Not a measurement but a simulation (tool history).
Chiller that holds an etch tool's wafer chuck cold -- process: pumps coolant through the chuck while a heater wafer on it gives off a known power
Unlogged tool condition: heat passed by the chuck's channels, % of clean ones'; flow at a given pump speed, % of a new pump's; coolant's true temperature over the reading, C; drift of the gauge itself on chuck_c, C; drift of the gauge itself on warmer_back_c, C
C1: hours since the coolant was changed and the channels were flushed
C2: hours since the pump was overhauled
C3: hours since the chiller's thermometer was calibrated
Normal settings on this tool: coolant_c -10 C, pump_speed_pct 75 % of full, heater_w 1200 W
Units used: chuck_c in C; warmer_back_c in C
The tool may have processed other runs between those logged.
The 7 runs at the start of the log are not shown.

run 8 day=6.462 | coolant_c=-11 pump_speed_pct=75 heater_w=1200 | C1=4835 C2=522 C3=2210 | chuck_c=-1.23 warmer_back_c=2.78
run 9 day=7.583 | coolant_c=-11 pump_speed_pct=75 heater_w=1200 | C1=4862 C2=549 C3=2237 | chuck_c=-1.26 warmer_back_c=2.83
run 10 day=8.879 | coolant_c=-11 pump_speed_pct=93 heater_w=1200 | C1=4893 C2=580 C3=2268 | chuck_c=-2.95 warmer_back_c=2.27
run 11 day=10.221 | coolant_c=-11 pump_speed_pct=93 heater_w=1200 | C1=4925 C2=612 C3=2301 | chuck_c=-2.99 warmer_back_c=2.27
run 12 day=11.542 | coolant_c=-11 pump_speed_pct=93 heater_w=1200 | C1=4957 C2=644 C3=2332 | chuck_c=-2.91 warmer_back_c=2.3
run 13 day=12.538 | coolant_c=-11 pump_speed_pct=93 heater_w=1200 | C1=4981 C2=668 C3=2356 | chuck_c=-2.86 warmer_back_c=2.28
run 14 day=13.562 | coolant_c=-11 pump_speed_pct=93 heater_w=1200 | C1=5005 C2=693 C3=2381 | chuck_c=-2.89 warmer_back_c=2.29
run 15 day=14.592 | coolant_c=-11 pump_speed_pct=93 heater_w=1175 | C1=5030 C2=717 C3=2406 | chuck_c=-3.18 warmer_back_c=2.25
run 16 day=15.604 | coolant_c=-11 pump_speed_pct=93 heater_w=1175 | C1=5054 C2=742 C3=2430 | chuck_c=-3.15 warmer_back_c=2.19
run 17 day=16.933 | coolant_c=-19 pump_speed_pct=85 heater_w=1406 | C1=5086 C2=773 C3=2462 | chuck_c=-8.76 warmer_back_c=2.93
run 18 day=17.546 | coolant_c=-19 pump_speed_pct=81 heater_w=1208 | C1=5101 C2=788 C3=2476 | chuck_c=-9.94 warmer_back_c=2.62
run 19 day=18.783 | coolant_c=-10 pump_speed_pct=81 heater_w=1574 | C1=5130 C2=818 C3=2506 | chuck_c=2.09 warmer_back_c=3.44
run 20 day=19.896 | coolant_c=-10 pump_speed_pct=64 heater_w=1013 | C1=5157 C2=845 C3=2533 | chuck_c=-0.51 warmer_back_c=2.78
run 21 day=20.583 | coolant_c=-10 pump_speed_pct=68 heater_w=1200 | C1=5174 C2=861 C3=2549 | chuck_c=0.65 warmer_back_c=3.12
run 22 day=21.754 | coolant_c=-10 pump_speed_pct=68 heater_w=1200 | C1=5202 C2=889 C3=2578 | chuck_c=0.87 warmer_back_c=3.1
run 23 day=22.838 | coolant_c=-12 pump_speed_pct=88 heater_w=1165 | C1=5228 C2=915 C3=2603 | chuck_c=-3.75 warmer_back_c=2.3
run 24 day=23.433 | coolant_c=-12 pump_speed_pct=99 heater_w=1522 | C1=5242 C2=929 C3=2618 | chuck_c=-2.28 warmer_back_c=2.7
run 25 day=24.242 | coolant_c=-11 pump_speed_pct=75 heater_w=1200 | C1=5261 C2=949 C3=2637 | chuck_c=-1.01 warmer_back_c=2.8
run 26 day=25.425 | coolant_c=-11 pump_speed_pct=95 heater_w=1124 | C1=5290 C2=977 C3=2666 | chuck_c=-3.43 warmer_back_c=2.09
run 27 day=26.779 | coolant_c=-11 pump_speed_pct=95 heater_w=1124 | C1=5322 C2=1010 C3=2698 | chuck_c=-3.39 warmer_back_c=2.13
run 28 day=28.008 | coolant_c=-10 pump_speed_pct=65 heater_w=1124 | C1=5352 C2=1039 C3=2728 | chuck_c=0.51 warmer_back_c=3.01
run 29 day=29.3 | coolant_c=-10 pump_speed_pct=90 heater_w=1200 | C1=5383 C2=1070 C3=2759 | chuck_c=-1.67 warmer_back_c=2.34
run 30 day=29.975 | coolant_c=-10 pump_speed_pct=90 heater_w=1200 | C1=5399 C2=1086 C3=2775 | chuck_c=-1.65 warmer_back_c=2.37
run 31 day=31.325 | coolant_c=-10 pump_speed_pct=90 heater_w=1200 | C1=5431 C2=1119 C3=2807 | chuck_c=-1.8 warmer_back_c=2.34

Predict each of these 4 candidate next runs independently; none follows another, all start after run 31:
run A day=31.996 | coolant_c=-2 pump_speed_pct=75 heater_w=1489 | C1=5448 C2=1135 C3=2823 | chuck_c=? warmer_back_c=?
run B day=31.996 | coolant_c=-16 pump_speed_pct=75 heater_w=1200 | C1=5448 C2=1135 C3=2823 | chuck_c=? warmer_back_c=?
run C day=31.996 | coolant_c=-10 pump_speed_pct=75 heater_w=1055 | C1=5448 C2=1135 C3=2823 | chuck_c=? warmer_back_c=?
run D day=31.996 | coolant_c=-19 pump_speed_pct=79 heater_w=1009 | C1=5448 C2=1135 C3=2823 | chuck_c=? warmer_back_c=?

run=A chuck_c=10.22 warmer_back_c=3.49
run=B chuck_c=-6.26 warmer_back_c=2.83
run=C chuck_c=-1.35 warmer_back_c=2.49
run=D chuck_c=-11.11 warmer_back_c=2.23
Without the tool's unlogged condition, the same runs would have read:
run=A chuck_c=9.4 warmer_back_c=3.45
run=B chuck_c=-6.86 warmer_back_c=2.79
run=C chuck_c=-1.84 warmer_back_c=2.46
run=D chuck_c=-11.53 warmer_back_c=2.2

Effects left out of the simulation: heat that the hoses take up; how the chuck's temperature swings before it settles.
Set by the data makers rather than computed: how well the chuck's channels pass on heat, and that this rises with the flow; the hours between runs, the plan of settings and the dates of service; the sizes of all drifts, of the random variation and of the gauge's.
